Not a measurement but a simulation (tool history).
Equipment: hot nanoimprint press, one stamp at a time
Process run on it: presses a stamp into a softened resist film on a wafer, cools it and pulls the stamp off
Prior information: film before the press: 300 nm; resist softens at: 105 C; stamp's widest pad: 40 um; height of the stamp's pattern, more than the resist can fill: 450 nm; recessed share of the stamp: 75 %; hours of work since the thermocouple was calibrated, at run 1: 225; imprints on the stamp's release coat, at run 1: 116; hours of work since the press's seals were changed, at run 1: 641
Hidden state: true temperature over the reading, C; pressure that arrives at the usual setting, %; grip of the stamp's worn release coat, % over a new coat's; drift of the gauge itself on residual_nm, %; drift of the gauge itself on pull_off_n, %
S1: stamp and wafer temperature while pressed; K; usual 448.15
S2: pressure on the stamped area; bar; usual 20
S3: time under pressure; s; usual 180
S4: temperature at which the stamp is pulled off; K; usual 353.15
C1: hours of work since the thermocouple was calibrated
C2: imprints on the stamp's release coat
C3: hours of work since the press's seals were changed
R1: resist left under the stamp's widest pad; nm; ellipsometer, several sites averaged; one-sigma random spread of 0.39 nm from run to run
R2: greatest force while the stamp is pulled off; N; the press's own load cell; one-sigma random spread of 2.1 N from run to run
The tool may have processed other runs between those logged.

Run 1, day 0: usual settings; C1 225; C2 116; C3 641. Result: R1 134.4 nm, R2 157 N.
At day 2.312: press's hydraulic seals changed and the load cell set to zero.
Run 2, day 2.529: usual settings but S3 162 s; C1 268; C2 386; C3 4. Result: R1 137.2 nm, R2 161 N.
Run 3, day 4.646: usual settings; C1 308; C2 646; C3 45. Result: R1 131.1 nm, R2 167 N.
Run 4, day 5.879: usual settings; C1 332; C2 798; C3 68. Result: R1 131.2 nm, R2 172 N.
At day 7.075: stamp cleaned and given a new release coat.
Run 5, day 8.85: usual settings; C1 384; C2 219; C3 121. Result: R1 130.7 nm, R2 156 N.
Run 6, day 10.521: usual settings; C1 416; C2 424; C3 153. Result: R1 129.7 nm, R2 161 N.
Run 7, day 11.867: usual settings but S1 450.15 K, S3 240 s; C1 442; C2 590; C3 179. Result: R1 106.9 nm, R2 171 N.
At day 12.112: plate thermocouple calibrated.
Run 8, day 13.979: usual settings but S1 450.15 K, S3 240 s; C1 36; C2 835; C3 217. Result: R1 113.1 nm, R2 175 N.
At day 14.7: stamp cleaned and given a new release coat.
Run 9, day 16.104: usual settings but S1 450.15 K, S3 240 s; C1 72; C2 173; C3 253. Result: R1 111.9 nm, R2 158 N.
Run 10, day 17.933: usual settings but S1 450.15 K, S2 17.6 bar, S3 125 s, S4 352.15 K; C1 107; C2 398; C3 288. Result: R1 152.5 nm, R2 170 N.
Run 11, day 19.708: usual settings but S1 457.15 K, S3 190 s, S4 348.15 K; C1 141; C2 617; C3 322. Result: R1 94.7 nm, R2 185 N.
At day 22.179: stamp cleaned and given a new release coat.
Run 12, day 22.179: usual settings but S2 18 bar, S3 318 s; C1 184; C2 0; C3 364. Result: R1 111.7 nm, R2 152 N.

Each row is a separate what-if for the run after 12, all from the same tool condition, not one after another. Results?
Run A, day 24.029: usual settings but S1 457.15 K, S2 18 bar, S3 318 s, S4 351.15 K; C1 219; C2 228; C3 400. Result: R1 ?, R2 ?.
Run B, day 24.029: usual settings but S2 15.9 bar, S3 318 s; C1 219; C2 228; C3 400. Result: R1 ?, R2 ?.
Run C, day 24.029: usual settings but S2 18 bar, S3 97 s; C1 219; C2 228; C3 400. Result: R1 ?, R2 ?.
Run D, day 24.029: usual settings but S1 458.15 K; C1 219; C2 228; C3 400. Result: R1 ?, R2 ?.
Run E, day 24.029: usual settings but S3 178 s, S4 341.15 K; C1 219; C2 228; C3 400. Result: R1 ?, R2 ?.

run     R1   R2
  A   78.5  166
  B  117.9  158
  C  174.4  158
  D   92.7  159
  E  134.9  196
Without the tool's unlogged condition, the same runs would have read:
run     R1   R2
  A   80.6  163
  B  121.4  154
  C  178.3  155
  D   94.9  156
  E  138.4  191

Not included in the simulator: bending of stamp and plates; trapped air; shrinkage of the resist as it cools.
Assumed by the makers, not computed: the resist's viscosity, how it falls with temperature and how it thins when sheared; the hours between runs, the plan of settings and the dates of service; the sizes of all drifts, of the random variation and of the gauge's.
